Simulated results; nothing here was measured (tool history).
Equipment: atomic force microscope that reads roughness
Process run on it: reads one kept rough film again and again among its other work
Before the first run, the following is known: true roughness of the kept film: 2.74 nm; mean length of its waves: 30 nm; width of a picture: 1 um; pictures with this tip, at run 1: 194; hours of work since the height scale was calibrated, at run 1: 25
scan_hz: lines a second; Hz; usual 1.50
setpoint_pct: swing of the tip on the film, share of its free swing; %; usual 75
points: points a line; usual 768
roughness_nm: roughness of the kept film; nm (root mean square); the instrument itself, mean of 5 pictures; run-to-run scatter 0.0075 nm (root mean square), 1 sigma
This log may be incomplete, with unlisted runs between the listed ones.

run    day  scan_hz  setpoint_pct  points  pictures with this tip  hours of work since the height scale was calibrated  roughness_nm
  1  0.000     1.50            75     768                     194                                                   25         2.342
  2  0.267     1.50            75     768                     202                                                   29         2.338
  3  0.688     1.50            65     768                     214                                                   34         2.440
  4  1.229     1.50            65     768                     231                                                   42         2.441
  5  1.762     1.50            65     768                     247                                                   49         2.436
  6  2.217     1.50            75     768                     261                                                   55         2.340
  7  2.579     1.50            75     768                     272                                                   59         2.340
  8  2.908     1.50            75     768                     282                                                   64         2.350
  9  3.412     1.50            75     768                     297                                                   70         2.346
 10  3.638     1.57            75     768                     304                                                   73         2.323
 11  4.017     1.72            75     768                     315                                                   78         2.320
 12  4.308     1.72            75     768                     324                                                   82         2.297
 13  4.767     2.62            86     935                     338                                                   88         1.983
 14  5.154     1.88            88     935                     350                                                   93         2.091
 15  5.571     1.71            79     935                     362                                                   99         2.263
 16  6.012     1.71            79     935                     376                                                  105         2.270
     6.125  -- new tip fitted
 17  6.400     1.71            79     935                       8                                                  110         2.262
 18  6.875     0.73            88     685                      22                                                  116         2.348
 19  7.142     1.97            88     558                      30                                                  119         2.066
 20  7.579     1.61            61     768                      43                                                  125         2.460
 21  8.096     1.61            61     768                      59                                                  132         2.461
 22  8.529     1.06            75     768                      72                                                  138         2.409

Branching from run 22: 5 alternative next runs. What would each branch give?
  A  8.888     0.64            75     768                      83                                                  143             ?
  B  8.888     3.58            72     762                      83                                                  143             ?
  C  8.888     1.06            74     768                      83                                                  143             ?
  D  8.888     1.06            74     768                      83                                                  143             ?
  E  8.888     0.73            75     768                      83                                                  143             ?

run  roughness_nm
  A         2.471
  B         2.162
  C         2.417
  D         2.408
  E         2.453
The same runs, with their run-to-run variation unchanged, on a tool lacking any hidden condition would have given:
run  roughness_nm
  A         2.472
  B         2.163
  C         2.419
  D         2.410
  E         2.454
